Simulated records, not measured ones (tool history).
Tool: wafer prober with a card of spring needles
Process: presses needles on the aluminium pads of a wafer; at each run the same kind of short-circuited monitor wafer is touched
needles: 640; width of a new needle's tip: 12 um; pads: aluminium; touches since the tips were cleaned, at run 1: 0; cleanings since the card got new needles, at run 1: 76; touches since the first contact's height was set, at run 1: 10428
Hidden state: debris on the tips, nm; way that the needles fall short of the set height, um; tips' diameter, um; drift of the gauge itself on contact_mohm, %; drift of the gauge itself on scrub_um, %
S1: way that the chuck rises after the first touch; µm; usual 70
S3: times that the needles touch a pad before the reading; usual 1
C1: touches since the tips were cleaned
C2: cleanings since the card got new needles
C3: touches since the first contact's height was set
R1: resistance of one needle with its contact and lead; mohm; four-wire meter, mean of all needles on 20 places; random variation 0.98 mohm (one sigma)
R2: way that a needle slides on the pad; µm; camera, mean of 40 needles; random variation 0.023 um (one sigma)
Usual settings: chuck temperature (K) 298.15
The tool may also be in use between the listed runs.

run 1 day=0 | S1=70 chuck_temperature_(K)=298.15 S3=1 | C1=0 C2=76 C3=10428 | R1=132 R2=15.5
-- day=0.446 tips cleaned on abrasive film
-- day=0.8 tips cleaned on abrasive film
-- day=1.158 tips cleaned on abrasive film
-- day=1.604 tips cleaned on abrasive film
-- day=2.05 tips cleaned on abrasive film
-- day=2.404 tips cleaned on abrasive film
-- day=2.85 tips cleaned on abrasive film
-- day=3.296 tips cleaned on abrasive film
run 2 day=3.608 | S1=70 chuck_temperature_(K)=298.15 S3=1 | C1=4562 C2=84 C3=62818 | R1=133.4 R2=15.54
-- day=3.7 tips cleaned on abrasive film
-- day=4.146 tips cleaned on abrasive film
-- day=4.504 tips cleaned on abrasive film
-- day=4.858 tips cleaned on abrasive film
-- day=5.304 tips cleaned on abrasive film
-- day=5.662 tips cleaned on abrasive film
-- day=6.021 tips cleaned on abrasive film
-- day=6.462 tips cleaned on abrasive film
run 3 day=6.608 | S1=70 chuck_temperature_(K)=298.15 S3=1 | C1=2094 C2=92 C3=106287 | R1=132.4 R2=15.56
-- day=6.875 tips cleaned on abrasive film
-- day=7.233 tips cleaned on abrasive film
-- day=7.592 tips cleaned on abrasive film
-- day=8.038 tips cleaned on abrasive film
-- day=8.392 tips cleaned on abrasive film
-- day=8.838 tips cleaned on abrasive film
-- day=9.196 tips cleaned on abrasive film
-- day=9.55 tips cleaned on abrasive film
run 4 day=9.662 | S1=70 chuck_temperature_(K)=298.15 S3=1 | C1=1646 C2=100 C3=150598 | R1=133.5 R2=15.49
-- day=9.933 tips cleaned on abrasive film
-- day=10.379 tips cleaned on abrasive film
-- day=10.733 tips cleaned on abrasive film
-- day=11.092 tips cleaned on abrasive film
run 5 day=11.346 | S1=70 chuck_temperature_(K)=298.15 S3=1 | C1=3734 C2=104 C3=175020 | R1=133.9 R2=15.53
-- day=11.529 tips cleaned on abrasive film
-- day=11.883 tips cleaned on abrasive film
-- day=12.329 tips cleaned on abrasive film
-- day=12.688 tips cleaned on abrasive film
-- day=13.133 tips cleaned on abrasive film
-- day=13.579 tips cleaned on abrasive film
-- day=14.025 tips cleaned on abrasive film
run 6 day=14.117 | S1=63 chuck_temperature_(K)=298.15 S3=1 | C1=1391 C2=111 C3=215198 | R1=135 R2=13.96
-- day=14.388 tips cleaned on abrasive film
-- day=14.575 height of the first contact set anew
-- day=14.846 tips cleaned on abrasive film
-- day=15.2 tips cleaned on abrasive film
-- day=15.646 tips cleaned on abrasive film
-- day=16.004 tips cleaned on abrasive film
-- day=16.45 tips cleaned on abrasive film
-- day=16.896 tips cleaned on abrasive film
run 7 day=17.204 | S1=63 chuck_temperature_(K)=298.15 S3=1 | C1=4534 C2=118 C3=38150 | R1=134 R2=13.96
-- day=17.296 tips cleaned on abrasive film
-- day=17.654 tips cleaned on abrasive film
-- day=18.008 tips cleaned on abrasive film
-- day=18.454 tips cleaned on abrasive film
-- day=18.812 tips cleaned on abrasive film
-- day=19.258 tips cleaned on abrasive film
-- day=19.612 tips cleaned on abrasive film
run 8 day=19.942 | S1=63 chuck_temperature_(K)=298.15 S3=1 | C1=4795 C2=125 C3=77854 | R1=133.5 R2=13.95
-- day=20.033 tips cleaned on abrasive film
-- day=20.479 tips cleaned on abrasive film
-- day=20.838 tips cleaned on abrasive film
-- day=21.283 tips cleaned on abrasive film
-- day=21.638 tips cleaned on abrasive film
-- day=22.083 tips cleaned on abrasive film
-- day=22.442 tips cleaned on abrasive film
-- day=22.888 tips cleaned on abrasive film
run 9 day=22.954 | S1=70 chuck_temperature_(K)=298.15 S3=1 | C1=970 C2=133 C3=121489 | R1=131.9 R2=15.51
-- day=23.308 tips cleaned on abrasive film
-- day=23.754 tips cleaned on abrasive film
-- day=24.112 tips cleaned on abrasive film
-- day=24.558 tips cleaned on abrasive film
-- day=24.912 tips cleaned on abrasive film
-- day=25.358 tips cleaned on abrasive film
-- day=25.804 tips cleaned on abrasive film
-- day=26.25 tips cleaned on abrasive film
-- day=26.667 tips cleaned on abrasive film
run 10 day=26.667 | S1=70 chuck_temperature_(K)=298.15 S3=1 | C1=0 C2=142 C3=175354 | R1=131.8 R2=15.49
-- day=27.108 tips cleaned on abrasive film
-- day=27.554 tips cleaned on abrasive film
-- day=27.912 tips cleaned on abrasive film
-- day=28.271 tips cleaned on abrasive film
run 11 day=28.392 | S1=70 chuck_temperature_(K)=298.15 S3=1 | C1=1784 C2=146 C3=200409 | R1=131.6 R2=15.5
-- day=28.658 tips cleaned on abrasive film
-- day=29.017 tips cleaned on abrasive film
-- day=29.462 tips cleaned on abrasive film
-- day=29.829 height of the first contact set anew
-- day=29.921 tips cleaned on abrasive film
run 12 day=29.983 | S1=68 chuck_temperature_(K)=352.15 S3=2 | C1=942 C2=150 C3=2235 | R1=141.7 R2=15.08
-- day=30.342 tips cleaned on abrasive film
-- day=30.7 tips cleaned on abrasive film
-- day=31.146 tips cleaned on abrasive film
-- day=31.5 tips cleaned on abrasive film
-- day=31.946 tips cleaned on abrasive film
-- day=32.304 tips cleaned on abrasive film
-- day=32.658 tips cleaned on abrasive film
-- day=33.104 tips cleaned on abrasive film
-- day=33.517 tips cleaned on abrasive film
run 13 day=33.517 | S1=71 chuck_temperature_(K)=298.15 S3=1 | C1=0 C2=159 C3=53431 | R1=131.7 R2=15.77
-- day=33.871 tips cleaned on abrasive film
-- day=34.317 tips cleaned on abrasive film
-- day=34.675 tips cleaned on abrasive film
-- day=35.121 tips cleaned on abrasive film
-- day=35.475 tips cleaned on abrasive film
-- day=35.921 tips cleaned on abrasive film
-- day=36.279 tips cleaned on abrasive film
-- day=36.638 tips cleaned on abrasive film
run 14 day=36.946 | S1=71 chuck_temperature_(K)=298.15 S3=1 | C1=4560 C2=167 C3=103243 | R1=132.5 R2=15.73
-- day=37.042 tips cleaned on abrasive film
-- day=37.396 tips cleaned on abrasive film
-- day=37.842 tips cleaned on abrasive film
-- day=38.288 tips cleaned on abrasive film
-- day=38.733 tips cleaned on abrasive film
-- day=39.092 tips cleaned on abrasive film
-- day=39.533 tips cleaned on abrasive film
run 15 day=39.533 | S1=77 chuck_temperature_(K)=350.15 S3=2 | C1=0 C2=174 C3=140693 | R1=139.6 R2=17.09
-- day=39.888 tips cleaned on abrasive film
-- day=40.333 tips cleaned on abrasive film
-- day=40.779 tips cleaned on abrasive film
-- day=41.225 tips cleaned on abrasive film
-- day=41.671 tips cleaned on abrasive film
-- day=42.117 tips cleaned on abrasive film
-- day=42.617 card fitted with new needles
-- day=43.062 tips cleaned on abrasive film
-- day=43.504 tips cleaned on abrasive film
run 16 day=43.767 | S1=76 chuck_temperature_(K)=373.15 S3=1 | C1=3795 C2=2 C3=16724 | R1=145.9 R2=16.83
-- day=43.946 tips cleaned on abrasive film
-- day=44.392 tips cleaned on abrasive film
-- day=44.838 tips cleaned on abrasive film
-- day=45.279 tips cleaned on abrasive film
-- day=45.725 tips cleaned on abrasive film
run 17 day=45.742 | S1=65 chuck_temperature_(K)=387.15 S3=2 | C1=211 C2=7 C3=45379 | R1=146.2 R2=14.4
-- day=46.096 tips cleaned on abrasive film
-- day=46.454 tips cleaned on abrasive film
-- day=46.9 tips cleaned on abrasive film
-- day=47.258 tips cleaned on abrasive film
run 18 day=47.329 | S1=65 chuck_temperature_(K)=387.15 S3=2 | C1=1064 C2=11 C3=68420 | R1=147.5 R2=14.43
-- day=47.688 tips cleaned on abrasive film
-- day=48.042 tips cleaned on abrasive film
-- day=48.4 tips cleaned on abrasive film
-- day=48.846 tips cleaned on abrasive film
run 19 day=49.075 | S1=65 chuck_temperature_(K)=387.15 S3=2 | C1=3361 C2=15 C3=93760 | R1=146.9 R2=14.43
-- day=49.254 tips cleaned on abrasive film
-- day=49.612 tips cleaned on abrasive film
-- day=50.058 tips cleaned on abrasive film
-- day=50.417 tips cleaned on abrasive film
-- day=50.862 tips cleaned on abrasive film
-- day=51.304 tips cleaned on abrasive film
-- day=51.662 tips cleaned on abrasive film
-- day=52.021 tips cleaned on abrasive film
-- day=52.375 tips cleaned on abrasive film
-- day=52.821 tips cleaned on abrasive film
run 20 day=52.825 | S1=70 chuck_temperature_(K)=335.15 S3=3 | C1=54 C2=25 C3=148117 | R1=138.9 R2=15.51
-- day=53.183 tips cleaned on abrasive film
-- day=53.629 tips cleaned on abrasive film
-- day=54.075 tips cleaned on abrasive film
-- day=54.521 tips cleaned on abrasive film
-- day=54.967 tips cleaned on abrasive film
run 21 day=54.975 | S1=70 chuck_temperature_(K)=335.15 S3=3 | C1=152 C2=30 C3=179312 | R1=138.3 R2=15.51

Forecast each of these 5 alternatives for the next run:
-- day=55.333 tips cleaned on abrasive film
-- day=55.688 tips cleaned on abrasive film
-- day=56.133 tips cleaned on abrasive film
-- day=56.579 tips cleaned on abrasive film
-- day=57.025 tips cleaned on abrasive film
run A day=57.058 | S1=70 chuck_temperature_(K)=298.15 S3=2 | C1=475 C2=35 C3=209526 | R1=? R2=?
-- day=55.333 tips cleaned on abrasive film
-- day=55.688 tips cleaned on abrasive film
-- day=56.133 tips cleaned on abrasive film
-- day=56.579 tips cleaned on abrasive film
-- day=57.025 tips cleaned on abrasive film
run B day=57.058 | S1=65 chuck_temperature_(K)=314.15 S3=1 | C1=475 C2=35 C3=209526 | R1=? R2=?
-- day=55.333 tips cleaned on abrasive film
-- day=55.688 tips cleaned on abrasive film
-- day=56.133 tips cleaned on abrasive film
-- day=56.579 tips cleaned on abrasive film
-- day=57.025 tips cleaned on abrasive film
run C day=57.058 | S1=70 chuck_temperature_(K)=356.15 S3=3 | C1=475 C2=35 C3=209526 | R1=? R2=?
-- day=55.333 tips cleaned on abrasive film
-- day=55.688 tips cleaned on abrasive film
-- day=56.133 tips cleaned on abrasive film
-- day=56.579 tips cleaned on abrasive film
-- day=57.025 tips cleaned on abrasive film
run D day=57.058 | S1=90 chuck_temperature_(K)=320.15 S3=2 | C1=475 C2=35 C3=209526 | R1=? R2=?
-- day=55.333 tips cleaned on abrasive film
-- day=55.688 tips cleaned on abrasive film
-- day=56.133 tips cleaned on abrasive film
-- day=56.579 tips cleaned on abrasive film
-- day=57.025 tips cleaned on abrasive film
run E day=57.058 | S1=70 chuck_temperature_(K)=335.15 S3=1 | C1=475 C2=35 C3=209526 | R1=? R2=?

run=A R1=132 R2=15.5
run=B R1=136.1 R2=14.37
run=C R1=142.5 R2=15.53
run=D R1=135 R2=19.93
run=E R1=140.3 R2=15.55
Without the tool's hidden state the same runs would have given:
run=A R1=132 R2=15.51
run=B R1=136 R2=14.38
run=C R1=142.5 R2=15.54
run=D R1=135 R2=19.94
run=E R1=140.2 R2=15.56

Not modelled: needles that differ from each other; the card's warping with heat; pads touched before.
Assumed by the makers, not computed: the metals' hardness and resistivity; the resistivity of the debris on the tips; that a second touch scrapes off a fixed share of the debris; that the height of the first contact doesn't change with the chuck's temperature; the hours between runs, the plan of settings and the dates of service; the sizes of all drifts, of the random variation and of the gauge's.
